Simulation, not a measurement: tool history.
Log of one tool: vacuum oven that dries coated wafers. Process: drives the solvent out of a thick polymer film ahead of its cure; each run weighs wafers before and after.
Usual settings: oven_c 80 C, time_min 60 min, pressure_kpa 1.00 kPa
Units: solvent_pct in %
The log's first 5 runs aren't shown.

run   hour  oven_c  time_min  pressure_kpa  solvent_pct
  6  196.8      80        60          2.81         3.94
  7  230.6      80        60          3.52         4.26
  8  278.3      80        60          3.52         4.19
  9  318.2      80        60          3.52         4.22
 10  366.8      80        60          3.52         4.16
 11  401.5      80        60          3.52         4.17
 12  425.3      91        60          1.00         0.92
 13  446.7      91        60          1.00         0.94
     451.8  -- oven's thermocouples calibrated
 14  469.4      91       104          1.00         0.59
 15  489.8      91       104          1.00         0.58

Run 16 comes next. What will it give?
 16  519.0      91       104          1.00            ?

Run 16 gave solvent_pct 0.56 %.
Without the tool's hidden state the same run would have given solvent_pct 0.39 %.

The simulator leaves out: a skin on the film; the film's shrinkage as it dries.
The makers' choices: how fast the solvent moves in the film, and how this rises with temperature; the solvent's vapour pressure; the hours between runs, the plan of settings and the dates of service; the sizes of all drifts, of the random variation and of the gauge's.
